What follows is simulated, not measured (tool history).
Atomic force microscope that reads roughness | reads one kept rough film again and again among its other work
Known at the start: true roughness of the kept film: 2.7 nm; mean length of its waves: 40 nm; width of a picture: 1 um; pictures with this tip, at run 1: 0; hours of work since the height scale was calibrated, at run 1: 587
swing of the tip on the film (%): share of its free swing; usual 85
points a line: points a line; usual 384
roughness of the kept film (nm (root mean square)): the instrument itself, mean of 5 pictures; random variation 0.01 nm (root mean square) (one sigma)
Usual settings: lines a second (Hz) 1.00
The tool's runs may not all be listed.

run     day  lines a second (Hz)  swing of the tip on the film (%)  points a line  pictures with this tip  hours of work since the height scale was calibrated  roughness of the kept film (nm (root mean square))
  1   0.000                 1.00                                85            384                       0                                                  587                                               2.376
  2   1.254                 1.00                                67            384                      51                                                  604                                               2.359
  3   2.571                 1.00                                67            384                     105                                                  622                                               2.266
  4   3.475                 1.00                                67            384                     142                                                  634                                               2.191
  5   4.654                 1.00                                67            384                     190                                                  651                                               2.110
      4.808  -- new tip fitted
  6   5.712                 1.00                                85            384                      38                                                  665                                               2.302
  7   7.162                 1.21                                85            384                      97                                                  685                                               2.159
  8   7.867                 1.21                                85            384                     126                                                  695                                               2.093
  9   8.829                 1.00                                60            384                     165                                                  708                                               2.162
      9.517  -- new tip fitted
 10   9.642                 1.00                                60            384                       5                                                  719                                               2.469
 11  11.021                 1.00                                60            384                      62                                                  738                                               2.351
 12  12.179                 1.00                                60            384                     109                                                  754                                               2.255
 13  13.238                 1.00                                90            384                     152                                                  769                                               2.044
 14  14.054                 1.00                                90            384                     186                                                  780                                               1.989
     14.254  -- new tip fitted
 15  14.717                 3.90                                85            384                      19                                                  789                                               1.965
 16  15.421                 1.00                                85            384                      48                                                  799                                               2.265
 17  16.600                 2.43                                85            384                      96                                                  815                                               1.972
 18  17.192                 2.43                                85            384                     120                                                  823                                               1.925
 19  18.492                 0.91                                82            440                     174                                                  841                                               2.049
     19.033  -- new tip fitted
 20  19.571                 3.56                                65            384                      22                                                  856                                               2.287
 21  20.317                 3.56                                65            384                      52                                                  866                                               2.222
 22  21.525                 2.36                                88            384                     102                                                  883                                               1.935
 23  22.708                 2.36                                88            384                     150                                                  899                                               1.882
 24  23.596                 3.02                                60            568                     186                                                  911                                               2.044
     23.742  -- height scale calibrated on a step standard
     23.871  -- new tip fitted
 25  24.867                 0.91                                81            500                      41                                                   15                                               2.323
 26  25.629                 1.34                                88            569                      72                                                   26                                               2.124
 27  26.954                 1.39                                79            442                     126                                                   44                                               2.081
 28  28.279                 0.71                                59            758                     180                                                   62                                               2.112
     28.592  -- new tip fitted
 29  29.704                 0.71                                59            758                      46                                                   82                                               2.376
 30  30.321                 0.71                                59            758                      71                                                   90                                               2.326
 31  31.229                 1.68                                84            450                     108                                                  103                                               2.052
     31.796  -- height scale calibrated on a step standard, once more
 32  32.129                 1.68                                84            450                     143                                                    5                                               2.051
 33  32.758                 0.82                                85            328                     169                                                   13                                               2.088
     33.412  -- new tip fitted
 34  34.192                 0.60                                55            328                      32                                                   33                                               2.476
 35  35.004                 2.36                                85            384                      65                                                   44                                               2.079

4 ways to go on from here, each from the tool as it stands after run 35. What would each give?
  A  36.121                 2.36                                80            384                     111                                                   59                                                   ?
  B  36.121                 1.93                                59            259                     111                                                   59                                                   ?
  C  36.121                 2.36                                75            384                     111                                                   59                                                   ?
  D  36.121                 2.00                                85            384                     111                                                   59                                                   ?

run  roughness of the kept film (nm (root mean square))
  A                                               2.070
  B                                               2.276
  C                                               2.120
  D                                               2.057
Without the tool's hidden state the same runs would have given:
run  roughness of the kept film (nm (root mean square))
  A                                               2.269
  B                                               2.495
  C                                               2.323
  D                                               2.255
